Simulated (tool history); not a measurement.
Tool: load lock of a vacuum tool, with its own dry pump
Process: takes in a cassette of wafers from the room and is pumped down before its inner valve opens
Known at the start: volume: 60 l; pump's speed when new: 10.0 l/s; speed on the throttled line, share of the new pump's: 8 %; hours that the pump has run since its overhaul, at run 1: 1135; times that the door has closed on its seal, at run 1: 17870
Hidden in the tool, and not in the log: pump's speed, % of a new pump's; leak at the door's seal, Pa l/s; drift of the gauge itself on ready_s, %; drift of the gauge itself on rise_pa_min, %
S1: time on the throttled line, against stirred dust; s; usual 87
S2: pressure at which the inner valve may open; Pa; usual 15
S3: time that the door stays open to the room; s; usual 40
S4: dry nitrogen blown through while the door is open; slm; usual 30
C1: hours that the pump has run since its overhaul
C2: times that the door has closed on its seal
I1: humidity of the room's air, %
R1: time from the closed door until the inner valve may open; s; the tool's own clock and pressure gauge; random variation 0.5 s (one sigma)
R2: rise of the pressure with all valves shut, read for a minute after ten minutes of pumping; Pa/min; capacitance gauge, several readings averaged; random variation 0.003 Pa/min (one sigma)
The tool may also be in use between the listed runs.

| run | day | S1 | S2 | S3 | S4 | C1 | C2 | I1 | R1 | R2 |
|---|---|---|---|---|---|---|---|---|---|---|
| 1 | 0.000 | 87 | 15 | 40 | 30 | 1135 | 17870 | 44.1 | 133.0 | 0.014 |
| 2 | 5.392 | 87 | 15 | 40 | 30 | 1264 | 18273 | 46.4 | 132.5 | 0.009 |
| 3 | 11.875 | 87 | 15 | 40 | 30 | 1420 | 18757 | 43.0 | 132.6 | 0.014 |
| 4 | 20.433 | 87 | 15 | 40 | 30 | 1625 | 19397 | 43.4 | 132.5 | 0.011 |
| 5 | 28.075 | 54 | 15 | 40 | 30 | 1808 | 19968 | 44.5 | 103.1 | 0.016 |
| 6 | 35.879 | 87 | 15 | 40 | 30 | 1996 | 20552 | 43.3 | 133.1 | 0.009 |
| 7 | 41.167 | 87 | 15 | 40 | 30 | 2123 | 20947 | 47.4 | 133.0 | 0.013 |
| 8 | 50.429 | 87 | 15 | 40 | 30 | 2345 | 21639 | 48.0 | 134.0 | 0.019 |
| 9 | 57.296 | 87 | 15 | 40 | 30 | 2510 | 22152 | 44.3 | 133.0 | 0.016 |
| 10 | 63.925 | 87 | 15 | 40 | 30 | 2669 | 22648 | 47.1 | 132.8 | 0.013 |
| 11 | 71.608 | 87 | 15 | 40 | 30 | 2853 | 23222 | 43.5 | 132.5 | 0.013 |
| 12 | 76.317 | 87 | 15 | 40 | 30 | 2966 | 23574 | 45.0 | 132.4 | 0.018 |
| 13 | 81.088 | 56 | 15 | 40 | 30 | 3081 | 23930 | 44.3 | 104.7 | 0.013 |
| 14 | 85.054 | 87 | 15 | 40 | 30 | 3176 | 24227 | 43.7 | 132.5 | 0.011 |
| 15 | 89.629 | 87 | 15 | 40 | 30 | 3286 | 24569 | 46.5 | 133.7 | 0.016 |
| 16 | 93.758 | 87 | 15 | 40 | 30 | 3385 | 24877 | 43.0 | 132.9 | 0.012 |
| 17 | 102.996 | 87 | 15 | 40 | 30 | 3606 | 25568 | 46.8 | 133.2 | 0.019 |
| 18 | 108.358 | 87 | 15 | 40 | 30 | 3735 | 25968 | 44.8 | 133.7 | 0.015 |
| 19 | 115.325 | 87 | 15 | 40 | 30 | 3902 | 26489 | 43.4 | 134.2 | 0.019 |
| 20 | 120.367 | 87 | 19 | 175 | 30 | 4023 | 26866 | 50.3 | 132.3 | 0.036 |
| 21 | 127.454 | 87 | 15 | 49 | 20 | 4193 | 27396 | 46.4 | 133.5 | 0.018 |
| 22 | 136.608 | 87 | 15 | 49 | 20 | 4413 | 28080 | 42.7 | 132.3 | 0.014 |
| 23 | 145.292 | 87 | 11 | 49 | 16 | 4622 | 28729 | 41.1 | 134.8 | 0.023 |
| 24 | 151.158 | 145 | 14 | 34 | 7 | 4762 | 29167 | 41.3 | 186.9 | 0.017 |
| 25 | 159.883 | 87 | 14 | 82 | 21 | 4972 | 29819 | 47.7 | 134.1 | 0.028 |
| 26 | 166.604 | 99 | 15 | 68 | 4 | 5133 | 30322 | 44.8 | 144.5 | 0.034 |
| 27 | 170.629 | 87 | 16 | 29 | 30 | 5230 | 30622 | 46.5 | 132.3 | 0.018 |
| 28 | 176.050 | 87 | 29 | 64 | 14 | 5360 | 31028 | 46.2 | 128.7 | 0.026 |
| 29 | 182.404 | 156 | 15 | 40 | 34 | 5512 | 31502 | 48.3 | 197.1 | 0.016 |
| 30 | 188.171 | 156 | 15 | 40 | 34 | 5651 | 31934 | 46.2 | 195.8 | 0.012 |
| 31 | 196.975 | 68 | 22 | 40 | 28 | 5862 | 32591 | 44.8 | 114.0 | 0.015 |
| 32 | 202.162 | 68 | 13 | 40 | 5 | 5986 | 32979 | 44.7 | 116.8 | 0.029 |
| 33 | 208.058 | 68 | 13 | 40 | 5 | 6128 | 33420 | 42.0 | 117.0 | 0.022 |
| 34 | 216.796 | 59 | 12 | 120 | 8 | 6338 | 34073 | 45.4 | 108.2 | 0.051 |
| 35 | 224.692 | 59 | 12 | 70 | 5 | 6527 | 34663 | 41.2 | 108.6 | 0.032 |
| 36 | 232.504 | 90 | 12 | 70 | 7 | 6715 | 35247 | 45.2 | 138.5 | 0.036 |
| 37 | 238.679 | 90 | 12 | 70 | 7 | 6863 | 35708 | 44.9 | 136.3 | 0.032 |

3 ways to go on from here, each from the tool as it stands after run 37. What would each give?
| A | 244.858 | 90 | 12 | 106 | 7 | 7011 | 36170 | 43.6 | ? | ? |
| B | 244.858 | 83 | 14 | 40 | 30 | 7011 | 36170 | 43.1 | ? | ? |
| C | 244.858 | 90 | 11 | 70 | 8 | 7011 | 36170 | 45.2 | ? | ? |

| run | R1 | R2 |
|---|---|---|
| A | 137.2 | 0.049 |
| B | 131.2 | 0.018 |
| C | 137.4 | 0.038 |
Without the tool's hidden state the same runs would have given:
| run | R1 | R2 |
|---|---|---|
| A | 137.2 | 0.047 |
| B | 131.1 | 0.016 |
| C | 137.4 | 0.036 |
